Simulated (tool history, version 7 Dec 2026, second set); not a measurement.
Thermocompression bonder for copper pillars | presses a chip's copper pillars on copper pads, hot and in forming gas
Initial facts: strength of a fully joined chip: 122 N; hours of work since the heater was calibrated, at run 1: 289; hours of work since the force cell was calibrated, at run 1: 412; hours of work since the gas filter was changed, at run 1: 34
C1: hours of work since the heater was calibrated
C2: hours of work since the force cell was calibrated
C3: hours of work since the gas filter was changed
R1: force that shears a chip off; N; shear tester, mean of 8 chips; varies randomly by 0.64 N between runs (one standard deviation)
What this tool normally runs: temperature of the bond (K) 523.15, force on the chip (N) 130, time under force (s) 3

{"run": 1, "hour": 0.0, "temperature of the bond (K)": 523.15, "force on the chip (N)": 130, "time under force (s)": 3, "C1": 289, "C2": 412, "C3": 34, "R1": 48.4}
{"run": 2, "hour": 21.2, "temperature of the bond (K)": 523.15, "force on the chip (N)": 130, "time under force (s)": 3, "C1": 304, "C2": 427, "C3": 48, "R1": 48.4}
{"run": 3, "hour": 51.4, "temperature of the bond (K)": 523.15, "force on the chip (N)": 130, "time under force (s)": 3, "C1": 325, "C2": 448, "C3": 69, "R1": 48.8}
{"run": 4, "hour": 78.7, "temperature of the bond (K)": 523.15, "force on the chip (N)": 130, "time under force (s)": 3, "C1": 344, "C2": 467, "C3": 88, "R1": 47.5}
{"run": 5, "hour": 101.0, "temperature of the bond (K)": 523.15, "force on the chip (N)": 130, "time under force (s)": 3, "C1": 359, "C2": 482, "C3": 104, "R1": 47.4}
{"run": 6, "hour": 131.6, "temperature of the bond (K)": 523.15, "force on the chip (N)": 130, "time under force (s)": 3, "C1": 380, "C2": 504, "C3": 125, "R1": 47.2}
{"run": 7, "hour": 148.6, "temperature of the bond (K)": 523.15, "force on the chip (N)": 130, "time under force (s)": 2, "C1": 392, "C2": 516, "C3": 137, "R1": 40.2}
{"run": 8, "hour": 170.8, "temperature of the bond (K)": 525.15, "force on the chip (N)": 130, "time under force (s)": 2, "C1": 408, "C2": 531, "C3": 152, "R1": 41.0}
{"run": 9, "hour": 196.7, "temperature of the bond (K)": 523.15, "force on the chip (N)": 130, "time under force (s)": 3, "C1": 426, "C2": 549, "C3": 170, "R1": 46.8}
{"run": 10, "hour": 222.4, "temperature of the bond (K)": 523.15, "force on the chip (N)": 130, "time under force (s)": 3, "C1": 443, "C2": 567, "C3": 188, "R1": 46.6}
{"run": 11, "hour": 242.2, "temperature of the bond (K)": 501.15, "force on the chip (N)": 130, "time under force (s)": 3, "C1": 457, "C2": 580, "C3": 202, "R1": 33.7}
{"run": 12, "hour": 261.9, "temperature of the bond (K)": 501.15, "force on the chip (N)": 130, "time under force (s)": 3, "C1": 471, "C2": 594, "C3": 216, "R1": 33.7}
{"run": 13, "hour": 288.0, "temperature of the bond (K)": 501.15, "force on the chip (N)": 130, "time under force (s)": 3, "C1": 489, "C2": 612, "C3": 234, "R1": 33.3}
{"hour": 292.5, "done": "forming gas filter changed"}
{"run": 14, "hour": 303.7, "temperature of the bond (K)": 501.15, "force on the chip (N)": 130, "time under force (s)": 3, "C1": 500, "C2": 623, "C3": 8, "R1": 32.7}
{"run": 15, "hour": 335.3, "temperature of the bond (K)": 501.15, "force on the chip (N)": 185, "time under force (s)": 3, "C1": 521, "C2": 645, "C3": 30, "R1": 45.4}
{"run": 16, "hour": 349.9, "temperature of the bond (K)": 501.15, "force on the chip (N)": 145, "time under force (s)": 3, "C1": 532, "C2": 655, "C3": 40, "R1": 36.2}
{"run": 17, "hour": 375.0, "temperature of the bond (K)": 501.15, "force on the chip (N)": 145, "time under force (s)": 3, "C1": 549, "C2": 672, "C3": 57, "R1": 37.7}
{"run": 18, "hour": 398.7, "temperature of the bond (K)": 523.15, "force on the chip (N)": 130, "time under force (s)": 2, "C1": 565, "C2": 689, "C3": 74, "R1": 39.7}
{"run": 19, "hour": 419.4, "temperature of the bond (K)": 501.15, "force on the chip (N)": 97, "time under force (s)": 2, "C1": 580, "C2": 703, "C3": 88, "R1": 21.8}
{"run": 20, "hour": 448.4, "temperature of the bond (K)": 501.15, "force on the chip (N)": 97, "time under force (s)": 2, "C1": 600, "C2": 723, "C3": 108, "R1": 21.9}
{"run": 21, "hour": 478.0, "temperature of the bond (K)": 549.15, "force on the chip (N)": 132, "time under force (s)": 2, "C1": 621, "C2": 744, "C3": 129, "R1": 56.8}
{"run": 22, "hour": 493.1, "temperature of the bond (K)": 520.15, "force on the chip (N)": 130, "time under force (s)": 6, "C1": 631, "C2": 754, "C3": 139, "R1": 56.3}

Here are 5 independent what-if runs from the current tool condition. What would each one return?
{"run": "A", "hour": 517.1, "temperature of the bond (K)": 498.15, "force on the chip (N)": 130, "time under force (s)": 3, "C1": 648, "C2": 771, "C3": 156, "R1": "?"}
{"run": "B", "hour": 517.1, "temperature of the bond (K)": 523.15, "force on the chip (N)": 80, "time under force (s)": 3, "C1": 648, "C2": 771, "C3": 156, "R1": "?"}
{"run": "C", "hour": 517.1, "temperature of the bond (K)": 517.15, "force on the chip (N)": 130, "time under force (s)": 6, "C1": 648, "C2": 771, "C3": 156, "R1": "?"}
{"run": "D", "hour": 517.1, "temperature of the bond (K)": 539.15, "force on the chip (N)": 133, "time under force (s)": 2, "C1": 648, "C2": 771, "C3": 156, "R1": "?"}
{"run": "E", "hour": 517.1, "temperature of the bond (K)": 537.15, "force on the chip (N)": 130, "time under force (s)": 3, "C1": 648, "C2": 771, "C3": 156, "R1": "?"}

run=A R1=30.6
run=B R1=30.6
run=C R1=55.8
run=D R1=49.7
run=E R1=55.2
Without the tool's unlogged condition, the same runs would have read:
run=A R1=33.8
run=B R1=33.6
run=C R1=60.6
run=D R1=54.0
run=E R1=59.7
